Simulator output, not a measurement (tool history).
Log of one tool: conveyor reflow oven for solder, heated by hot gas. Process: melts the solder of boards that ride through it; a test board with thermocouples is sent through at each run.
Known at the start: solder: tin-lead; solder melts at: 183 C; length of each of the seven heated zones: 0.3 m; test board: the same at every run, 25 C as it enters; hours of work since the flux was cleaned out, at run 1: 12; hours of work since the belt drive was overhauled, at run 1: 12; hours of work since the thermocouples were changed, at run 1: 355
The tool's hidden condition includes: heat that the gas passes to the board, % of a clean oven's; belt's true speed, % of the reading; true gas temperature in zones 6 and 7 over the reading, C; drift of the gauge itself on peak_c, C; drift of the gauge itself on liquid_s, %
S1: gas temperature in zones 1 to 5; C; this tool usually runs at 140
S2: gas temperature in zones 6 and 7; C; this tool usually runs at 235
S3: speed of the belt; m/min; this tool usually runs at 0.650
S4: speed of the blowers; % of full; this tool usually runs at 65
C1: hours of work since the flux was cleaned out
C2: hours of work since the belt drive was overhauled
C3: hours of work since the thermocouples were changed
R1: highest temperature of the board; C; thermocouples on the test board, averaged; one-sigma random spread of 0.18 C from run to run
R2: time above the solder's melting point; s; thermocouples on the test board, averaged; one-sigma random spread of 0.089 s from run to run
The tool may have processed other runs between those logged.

Run 1, hour 0.0: usual settings; C1 12; C2 12; C3 355. Result: R1 219.3 C, R2 42.85 s.
Run 2, hour 43.9: usual settings but S1 127 C; C1 37; C2 37; C3 380. Result: R1 216.7 C, R2 38.71 s.
Run 3, hour 78.6: usual settings but S1 127 C; C1 57; C2 57; C3 399. Result: R1 216.9 C, R2 38.61 s.
Run 4, hour 119.3: usual settings; C1 80; C2 80; C3 422. Result: R1 218.9 C, R2 43.04 s.
Run 5, hour 153.1: usual settings; C1 99; C2 99; C3 442. Result: R1 218.8 C, R2 43.14 s.
Run 6, hour 192.1: usual settings; C1 121; C2 121; C3 464. Result: R1 218.5 C, R2 43.08 s.
Run 7, hour 242.8: usual settings but S4 80 % of full; C1 150; C2 150; C3 492. Result: R1 222.2 C, R2 45.24 s.
At hour 311.9: flux residue cleaned out of gas plates and filters.
Run 8, hour 319.3: usual settings but S4 86 % of full; C1 4; C2 190; C3 533. Result: R1 223.5 C, R2 45.87 s.
Run 9, hour 386.2: usual settings but S4 86 % of full; C1 42; C2 228; C3 571. Result: R1 223.9 C, R2 45.69 s.
Run 10, hour 433.9: usual settings but S4 86 % of full; C1 69; C2 255; C3 598. Result: R1 223.7 C, R2 45.90 s.
Run 11, hour 478.4: usual settings; C1 94; C2 281; C3 623. Result: R1 219.2 C, R2 42.87 s.
Run 12, hour 508.6: usual settings; C1 112; C2 298; C3 640. Result: R1 218.9 C, R2 43.15 s.
Run 13, hour 573.7: usual settings; C1 149; C2 335; C3 677. Result: R1 219.2 C, R2 43.07 s.
Run 14, hour 606.4: usual settings; C1 167; C2 353; C3 696. Result: R1 219.2 C, R2 43.08 s.
At hour 641.2: flux residue cleaned out of gas plates and filters.
Run 15, hour 650.6: usual settings; C1 5; C2 375; C3 718. Result: R1 219.3 C, R2 43.10 s.
Run 16, hour 686.0: usual settings; C1 25; C2 395; C3 738. Result: R1 218.8 C, R2 43.14 s.
Run 17, hour 724.1: usual settings; C1 47; C2 417; C3 760. Result: R1 219.2 C, R2 42.92 s.
Run 18, hour 787.3: usual settings; C1 83; C2 453; C3 796. Result: R1 219.0 C, R2 42.98 s.
Run 19, hour 818.7: usual settings; C1 101; C2 471; C3 814. Result: R1 219.0 C, R2 43.26 s.
Run 20, hour 875.0: usual settings but S1 125 C, S2 226 C, S3 0.536 m/min; C1 133; C2 503; C3 846. Result: R1 214.5 C, R2 46.26 s.
Run 21, hour 933.7: usual settings but S1 125 C, S2 226 C, S3 0.536 m/min; C1 166; C2 536; C3 879. Result: R1 214.6 C, R2 46.36 s.
At hour 974.0: flux residue cleaned out of gas plates and filters.
Run 22, hour 974.0: usual settings but S1 141 C, S2 228 C, S3 0.712 m/min, S4 54 % of full; C1 0; C2 556; C3 899. Result: R1 206.7 C, R2 31.18 s.

The next listed run, before its measurement:
Run 23, hour 1008.3: usual settings but S1 141 C, S2 244 C, S3 0.712 m/min, S4 56 % of full; C1 19; C2 576; C3 918. Result: R1 ?, R2 ?.

{"run 23": {"R1": 220.6, "R2": 39.68}}
With no hidden state in the tool, this same run would have given R1 220.7 C, R2 39.71 s.
